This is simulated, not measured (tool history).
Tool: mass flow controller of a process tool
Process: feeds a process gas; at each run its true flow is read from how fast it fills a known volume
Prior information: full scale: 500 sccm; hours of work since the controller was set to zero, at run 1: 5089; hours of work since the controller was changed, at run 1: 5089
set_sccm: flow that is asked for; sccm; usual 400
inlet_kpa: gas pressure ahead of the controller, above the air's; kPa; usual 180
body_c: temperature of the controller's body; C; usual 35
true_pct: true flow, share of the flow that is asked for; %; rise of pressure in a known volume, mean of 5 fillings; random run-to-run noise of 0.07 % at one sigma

| run | hour | set_sccm | inlet_kpa | body_c | hours of work since the controller was set to zero | hours of work since the controller was changed | true_pct |
|---|---|---|---|---|---|---|---|
| 1 | 0 | 400 | 180 | 35 | 5089 | 5089 | 100.03 |
| 2 | 237.3 | 208 | 180 | 35 | 5206 | 5206 | 99 |
| 3 | 479 | 208 | 180 | 35 | 5326 | 5326 | 98.99 |
| 4 | 934.1 | 208 | 180 | 35 | 5552 | 5552 | 99.01 |
| 5 | 1290.1 | 208 | 180 | 35 | 5729 | 5729 | 99.05 |
| 6 | 1625.1 | 67 | 180 | 35 | 5895 | 5895 | 95.72 |
| 7 | 1931.7 | 67 | 180 | 35 | 6047 | 6047 | 95.75 |
| 8 | 2378.2 | 67 | 180 | 35 | 6269 | 6269 | 95.62 |
| 9 | 2846.8 | 88 | 180 | 35 | 6501 | 6501 | 96.8 |
| 10 | 3094.2 | 400 | 180 | 35 | 6624 | 6624 | 100.18 |
| 11 | 3477.9 | 400 | 180 | 35 | 6814 | 6814 | 100.3 |
|  | 3501.5 | controller's zero set anew |
| 12 | 3766.3 | 400 | 180 | 35 | 131 | 6957 | 99.72 |
| 13 | 4092.9 | 400 | 180 | 35 | 293 | 7119 | 99.78 |
| 14 | 4401.7 | 400 | 215 | 35 | 447 | 7273 | 100.13 |
| 15 | 4872.5 | 400 | 180 | 35 | 680 | 7506 | 99.87 |
| 16 | 5305.6 | 400 | 180 | 35 | 895 | 7721 | 99.94 |
|  | 5436.6 | controller's zero set anew, once more |
| 17 | 5665.3 | 400 | 180 | 35 | 114 | 7899 | 101.25 |
| 18 | 6071.9 | 400 | 180 | 35 | 315 | 8101 | 101.37 |
| 19 | 6286.3 | 400 | 180 | 35 | 422 | 8208 | 101.32 |
| 20 | 6712.5 | 400 | 180 | 34 | 633 | 8419 | 101.34 |
| 21 | 6989.3 | 400 | 180 | 34 | 771 | 8557 | 101.36 |
| 22 | 7188.3 | 400 | 180 | 34 | 869 | 8655 | 101.37 |
| 23 | 7437.2 | 400 | 180 | 34 | 993 | 8779 | 101.47 |
| 24 | 7752.9 | 400 | 180 | 35 | 1149 | 8935 | 101.36 |
| 25 | 8187.1 | 105 | 258 | 33 | 1365 | 9151 | 100.77 |
| 26 | 8447.7 | 61 | 192 | 24 | 1494 | 9280 | 100.24 |
| 27 | 8768.3 | 61 | 192 | 24 | 1653 | 9439 | 99.77 |
| 28 | 9174.2 | 61 | 221 | 24 | 1855 | 9641 | 99.94 |
| 29 | 9381.4 | 61 | 221 | 24 | 1958 | 9744 | 99.87 |
| 30 | 9710.9 | 301 | 180 | 29 | 2121 | 9907 | 101.41 |
| 31 | 9907.4 | 400 | 186 | 35 | 2219 | 10005 | 101.63 |
| 32 | 10377.8 | 248 | 148 | 35 | 2452 | 10238 | 100.97 |
| 33 | 10797.2 | 59 | 167 | 22 | 2660 | 10446 | 99.18 |
| 34 | 11225.1 | 450 | 188 | 27 | 2873 | 10659 | 102.13 |
| 35 | 11555.4 | 59 | 188 | 27 | 3036 | 10822 | 99.07 |
| 36 | 11898.4 | 66 | 190 | 30 | 3207 | 10993 | 99.07 |
| 37 | 12166.5 | 400 | 214 | 24 | 3340 | 11126 | 102.36 |
| 38 | 12394.8 | 400 | 149 | 24 | 3453 | 11239 | 101.67 |
| 39 | 12704.1 | 400 | 180 | 23 | 3607 | 11393 | 102.14 |
| 40 | 13146.2 | 400 | 162 | 36 | 3826 | 11612 | 101.64 |
| 41 | 13625.8 | 71 | 194 | 36 | 4064 | 11850 | 98.64 |
| 42 | 13825.6 | 71 | 194 | 23 | 4163 | 11949 | 99.03 |
| 43 | 14168.4 | 71 | 194 | 23 | 4333 | 12119 | 99.03 |
| 44 | 14611.1 | 169 | 272 | 38 | 4553 | 12339 | 100.95 |
| 45 | 14974.7 | 297 | 272 | 38 | 4733 | 12519 | 101.95 |
| 46 | 15462.9 | 400 | 212 | 22 | 4976 | 12762 | 102.36 |
| 47 | 15680.9 | 403 | 180 | 39 | 5084 | 12870 | 101.72 |

Forecast each of these 3 alternatives for the next run:
| A | 16141.6 | 403 | 180 | 29 | 5312 | 13098 | ? |
| B | 16141.6 | 437 | 180 | 35 | 5312 | 13098 | ? |
| C | 16141.6 | 422 | 180 | 35 | 5312 | 13098 | ? |

| run | true_pct |
|---|---|
| A | 102.17 |
| B | 102 |
| C | 101.98 |
Without the tool's hidden state the same runs would have given:
| run | true_pct |
|---|---|
| A | 99.62 |
| B | 99.4 |
| C | 99.4 |
